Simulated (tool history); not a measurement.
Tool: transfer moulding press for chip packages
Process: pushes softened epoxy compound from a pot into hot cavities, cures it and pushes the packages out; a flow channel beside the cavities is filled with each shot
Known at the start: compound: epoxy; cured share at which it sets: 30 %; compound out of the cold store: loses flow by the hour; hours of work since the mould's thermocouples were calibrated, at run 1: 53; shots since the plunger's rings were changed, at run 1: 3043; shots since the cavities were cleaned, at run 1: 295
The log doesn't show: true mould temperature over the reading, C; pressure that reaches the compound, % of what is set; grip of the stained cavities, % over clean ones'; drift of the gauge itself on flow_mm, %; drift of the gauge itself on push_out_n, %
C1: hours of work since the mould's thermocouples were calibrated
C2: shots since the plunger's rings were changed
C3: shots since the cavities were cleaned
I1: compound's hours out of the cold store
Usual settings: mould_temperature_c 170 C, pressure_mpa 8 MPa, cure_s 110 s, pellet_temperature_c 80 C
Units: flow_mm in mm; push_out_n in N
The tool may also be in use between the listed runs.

{"run": 1, "day": 0.0, "mould_temperature_c": 170, "pressure_mpa": 8, "cure_s": 110, "pellet_temperature_c": 80, "C1": 53, "C2": 3043, "C3": 295, "I1": 8.6, "flow_mm": 779, "push_out_n": 579}
{"day": 0.438, "done": "plunger's sealing rings changed"}
{"run": 2, "day": 0.842, "mould_temperature_c": 170, "pressure_mpa": 8, "cure_s": 110, "pellet_temperature_c": 80, "C1": 66, "C2": 115, "C3": 506, "I1": 23.5, "flow_mm": 748, "push_out_n": 641}
{"day": 1.342, "done": "cavities cleaned with cleaning compound and waxed"}
{"run": 3, "day": 1.379, "mould_temperature_c": 170, "pressure_mpa": 8, "cure_s": 102, "pellet_temperature_c": 80, "C1": 74, "C2": 252, "C3": 10, "I1": 14.7, "flow_mm": 797, "push_out_n": 428}
{"run": 4, "day": 1.758, "mould_temperature_c": 170, "pressure_mpa": 8, "cure_s": 102, "pellet_temperature_c": 80, "C1": 80, "C2": 361, "C3": 119, "I1": 41.8, "flow_mm": 667, "push_out_n": 469}
{"run": 5, "day": 2.179, "mould_temperature_c": 170, "pressure_mpa": 8, "cure_s": 102, "pellet_temperature_c": 80, "C1": 88, "C2": 482, "C3": 240, "I1": 16.8, "flow_mm": 772, "push_out_n": 600}
{"run": 6, "day": 2.846, "mould_temperature_c": 170, "pressure_mpa": 8, "cure_s": 132, "pellet_temperature_c": 80, "C1": 99, "C2": 674, "C3": 432, "I1": 35.8, "flow_mm": 691, "push_out_n": 541}
{"run": 7, "day": 3.288, "mould_temperature_c": 170, "pressure_mpa": 8, "cure_s": 132, "pellet_temperature_c": 80, "C1": 106, "C2": 801, "C3": 559, "I1": 21.2, "flow_mm": 760, "push_out_n": 561}
{"day": 3.642, "done": "cavities cleaned with cleaning compound and waxed"}
{"run": 8, "day": 3.929, "mould_temperature_c": 170, "pressure_mpa": 8, "cure_s": 110, "pellet_temperature_c": 80, "C1": 116, "C2": 966, "C3": 82, "I1": 47.9, "flow_mm": 640, "push_out_n": 407}
{"run": 9, "day": 4.458, "mould_temperature_c": 170, "pressure_mpa": 8, "cure_s": 110, "pellet_temperature_c": 80, "C1": 125, "C2": 1119, "C3": 235, "I1": 10.4, "flow_mm": 793, "push_out_n": 547}
{"run": 10, "day": 5.108, "mould_temperature_c": 170, "pressure_mpa": 8, "cure_s": 110, "pellet_temperature_c": 80, "C1": 137, "C2": 1306, "C3": 422, "I1": 16.8, "flow_mm": 762, "push_out_n": 614}
{"run": 11, "day": 5.517, "mould_temperature_c": 170, "pressure_mpa": 8, "cure_s": 110, "pellet_temperature_c": 80, "C1": 143, "C2": 1422, "C3": 538, "I1": 22.3, "flow_mm": 737, "push_out_n": 640}
{"day": 5.929, "done": "cavities cleaned with cleaning compound and waxed"}
{"run": 12, "day": 6.067, "mould_temperature_c": 170, "pressure_mpa": 8, "cure_s": 110, "pellet_temperature_c": 80, "C1": 152, "C2": 1562, "C3": 39, "I1": 40.9, "flow_mm": 657, "push_out_n": 369}
{"run": 13, "day": 6.454, "mould_temperature_c": 170, "pressure_mpa": 8, "cure_s": 110, "pellet_temperature_c": 80, "C1": 158, "C2": 1674, "C3": 151, "I1": 17.1, "flow_mm": 752, "push_out_n": 466}
{"run": 14, "day": 7.05, "mould_temperature_c": 170, "pressure_mpa": 8, "cure_s": 110, "pellet_temperature_c": 80, "C1": 169, "C2": 1845, "C3": 322, "I1": 29.1, "flow_mm": 708, "push_out_n": 526}
{"run": 15, "day": 7.775, "mould_temperature_c": 171, "pressure_mpa": 6.4, "cure_s": 110, "pellet_temperature_c": 80, "C1": 181, "C2": 2052, "C3": 529, "I1": 27.1, "flow_mm": 630, "push_out_n": 606}
{"day": 8.212, "done": "cavities cleaned with cleaning compound and waxed"}
{"run": 16, "day": 8.408, "mould_temperature_c": 172, "pressure_mpa": 8.7, "cure_s": 125, "pellet_temperature_c": 73, "C1": 191, "C2": 2217, "C3": 57, "I1": 25.3, "flow_mm": 738, "push_out_n": 352}
{"run": 17, "day": 9.05, "mould_temperature_c": 177, "pressure_mpa": 8, "cure_s": 110, "pellet_temperature_c": 80, "C1": 202, "C2": 2401, "C3": 241, "I1": 16.2, "flow_mm": 735, "push_out_n": 450}
{"run": 18, "day": 9.446, "mould_temperature_c": 177, "pressure_mpa": 7.39, "cure_s": 134, "pellet_temperature_c": 87, "C1": 208, "C2": 2515, "C3": 355, "I1": 42.6, "flow_mm": 601, "push_out_n": 484}
{"run": 19, "day": 10.175, "mould_temperature_c": 177, "pressure_mpa": 7.39, "cure_s": 134, "pellet_temperature_c": 87, "C1": 221, "C2": 2724, "C3": 564, "I1": 36.4, "flow_mm": 629, "push_out_n": 518}
{"day": 10.471, "done": "cavities cleaned with cleaning compound and waxed"}
{"run": 20, "day": 10.971, "mould_temperature_c": 177, "pressure_mpa": 7.39, "cure_s": 134, "pellet_temperature_c": 87, "C1": 233, "C2": 2935, "C3": 144, "I1": 11.2, "flow_mm": 715, "push_out_n": 393}
{"run": 21, "day": 11.525, "mould_temperature_c": 170, "pressure_mpa": 7.49, "cure_s": 110, "pellet_temperature_c": 80, "C1": 243, "C2": 3094, "C3": 303, "I1": 25.9, "flow_mm": 682, "push_out_n": 537}
{"day": 11.783, "done": "plunger's sealing rings changed"}
{"run": 22, "day": 11.992, "mould_temperature_c": 172, "pressure_mpa": 8, "cure_s": 108, "pellet_temperature_c": 80, "C1": 249, "C2": 59, "C3": 406, "I1": 11.7, "flow_mm": 788, "push_out_n": 536}
{"run": 23, "day": 12.558, "mould_temperature_c": 172, "pressure_mpa": 6, "cure_s": 94, "pellet_temperature_c": 79, "C1": 259, "C2": 223, "C3": 570, "I1": 20.8, "flow_mm": 643, "push_out_n": 742}
{"day": 12.846, "done": "cavities cleaned with cleaning compound and waxed"}
{"run": 24, "day": 13.346, "mould_temperature_c": 167, "pressure_mpa": 6.81, "cure_s": 95, "pellet_temperature_c": 77, "C1": 271, "C2": 430, "C3": 143, "I1": 43.3, "flow_mm": 607, "push_out_n": 686}
{"run": 25, "day": 14.021, "mould_temperature_c": 167, "pressure_mpa": 9.4, "cure_s": 95, "pellet_temperature_c": 77, "C1": 283, "C2": 624, "C3": 337, "I1": 37.7, "flow_mm": 736, "push_out_n": 874}
{"run": 26, "day": 14.412, "mould_temperature_c": 176, "pressure_mpa": 7.27, "cure_s": 95, "pellet_temperature_c": 77, "C1": 289, "C2": 736, "C3": 449, "I1": 16.6, "flow_mm": 723, "push_out_n": 579}
{"day": 15.133, "done": "cavities cleaned with cleaning compound and waxed"}
{"run": 27, "day": 15.217, "mould_temperature_c": 176, "pressure_mpa": 9.19, "cure_s": 95, "pellet_temperature_c": 71, "C1": 302, "C2": 949, "C3": 23, "I1": 35.8, "flow_mm": 721, "push_out_n": 363}

Forecast each of these 3 alternatives for the next run:
{"run": "A", "day": 15.871, "mould_temperature_c": 168, "pressure_mpa": 8.23, "cure_s": 95, "pellet_temperature_c": 71, "C1": 313, "C2": 1138, "C3": 212, "I1": 45.4, "flow_mm": "?", "push_out_n": "?"}
{"run": "B", "day": 15.871, "mould_temperature_c": 176, "pressure_mpa": 8.63, "cure_s": 95, "pellet_temperature_c": 71, "C1": 313, "C2": 1138, "C3": 212, "I1": 37.4, "flow_mm": "?", "push_out_n": "?"}
{"run": "C", "day": 15.871, "mould_temperature_c": 164, "pressure_mpa": 9.27, "cure_s": 130, "pellet_temperature_c": 71, "C1": 313, "C2": 1138, "C3": 212, "I1": 22.8, "flow_mm": "?", "push_out_n": "?"}

run=A flow_mm=651 push_out_n=691
run=B flow_mm=685 push_out_n=459
run=C flow_mm=825 push_out_n=544
Without the tool's hidden state the same runs would have given:
run=A flow_mm=664 push_out_n=526
run=B flow_mm=699 push_out_n=339
run=C flow_mm=841 push_out_n=409
